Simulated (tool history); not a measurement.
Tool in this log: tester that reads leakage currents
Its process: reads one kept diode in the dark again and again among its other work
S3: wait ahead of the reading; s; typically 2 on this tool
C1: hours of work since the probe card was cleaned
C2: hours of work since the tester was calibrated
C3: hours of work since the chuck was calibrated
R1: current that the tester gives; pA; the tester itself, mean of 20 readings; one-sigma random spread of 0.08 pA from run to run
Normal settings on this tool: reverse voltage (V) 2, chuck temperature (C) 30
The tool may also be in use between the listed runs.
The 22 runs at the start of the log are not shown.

{"run": 23, "hour": 1010.2, "reverse voltage (V)": 10.84, "chuck temperature (C)": 30, "S3": 1.81, "C1": 157, "C2": 1969, "C3": 265, "R1": 46.98}
{"run": 24, "hour": 1062.0, "reverse voltage (V)": 2, "chuck temperature (C)": 27, "S3": 2.59, "C1": 188, "C2": 2000, "C3": 296, "R1": 15.9}
{"run": 25, "hour": 1109.8, "reverse voltage (V)": 16.4, "chuck temperature (C)": 32, "S3": 2.59, "C1": 217, "C2": 2029, "C3": 325, "R1": 67.51}
{"run": 26, "hour": 1170.9, "reverse voltage (V)": 15.79, "chuck temperature (C)": 30, "S3": 8.7, "C1": 254, "C2": 2066, "C3": 362, "R1": 54.82}
{"run": 27, "hour": 1218.9, "reverse voltage (V)": 3.66, "chuck temperature (C)": 35, "S3": 1.02, "C1": 283, "C2": 2095, "C3": 391, "R1": 43.02}
{"run": 28, "hour": 1261.9, "reverse voltage (V)": 3.66, "chuck temperature (C)": 35, "S3": 1.02, "C1": 309, "C2": 2121, "C3": 417, "R1": 43.28}
{"run": 29, "hour": 1318.5, "reverse voltage (V)": 3.66, "chuck temperature (C)": 35, "S3": 1.02, "C1": 343, "C2": 2155, "C3": 451, "R1": 43.18}
{"run": 30, "hour": 1350.5, "reverse voltage (V)": 3.66, "chuck temperature (C)": 35, "S3": 1.02, "C1": 362, "C2": 2174, "C3": 470, "R1": 42.84}
{"run": 31, "hour": 1395.0, "reverse voltage (V)": 12.64, "chuck temperature (C)": 40, "S3": 1.66, "C1": 389, "C2": 2201, "C3": 497, "R1": 117.06}
{"run": 32, "hour": 1442.8, "reverse voltage (V)": 12.64, "chuck temperature (C)": 40, "S3": 1.66, "C1": 418, "C2": 2230, "C3": 526, "R1": 116.88}
{"run": 33, "hour": 1475.9, "reverse voltage (V)": 9.34, "chuck temperature (C)": 43, "S3": 2, "C1": 438, "C2": 2250, "C3": 546, "R1": 128.27}
{"hour": 1482.9, "done": "chuck's temperature calibrated"}
{"run": 34, "hour": 1533.4, "reverse voltage (V)": 8.11, "chuck temperature (C)": 30, "S3": 2, "C1": 471, "C2": 2283, "C3": 30, "R1": 40.86}
{"run": 35, "hour": 1565.6, "reverse voltage (V)": 2, "chuck temperature (C)": 30, "S3": 0.37, "C1": 491, "C2": 2303, "C3": 50, "R1": 21.83}
{"run": 36, "hour": 1624.1, "reverse voltage (V)": 2, "chuck temperature (C)": 30, "S3": 0.37, "C1": 526, "C2": 2338, "C3": 85, "R1": 21.81}
{"run": 37, "hour": 1664.7, "reverse voltage (V)": 2, "chuck temperature (C)": 30, "S3": 0.37, "C1": 550, "C2": 2363, "C3": 110, "R1": 21.83}
{"run": 38, "hour": 1693.0, "reverse voltage (V)": 2, "chuck temperature (C)": 38, "S3": 5.54, "C1": 568, "C2": 2380, "C3": 127, "R1": 40.98}
{"run": 39, "hour": 1750.8, "reverse voltage (V)": 1.81, "chuck temperature (C)": 24, "S3": 0.65, "C1": 602, "C2": 2414, "C3": 162, "R1": 12.14}

3 ways to go on from here, each from the tool as it stands after run 39. What would each give?
{"run": "A", "hour": 1787.3, "reverse voltage (V)": 4.23, "chuck temperature (C)": 54, "S3": 2.31, "C1": 624, "C2": 2436, "C3": 184, "R1": "?"}
{"run": "B", "hour": 1787.3, "reverse voltage (V)": 15.67, "chuck temperature (C)": 24, "S3": 5.28, "C1": 624, "C2": 2436, "C3": 184, "R1": "?"}
{"run": "C", "hour": 1787.3, "reverse voltage (V)": 2.39, "chuck temperature (C)": 24, "S3": 2, "C1": 624, "C2": 2436, "C3": 184, "R1": "?"}

run=A R1=208.94
run=B R1=32.61
run=C R1=13.34
The same runs, with their run-to-run variation unchanged, on a tool lacking any hidden condition would have given:
run=A R1=208.94
run=B R1=32.58
run=C R1=13.34
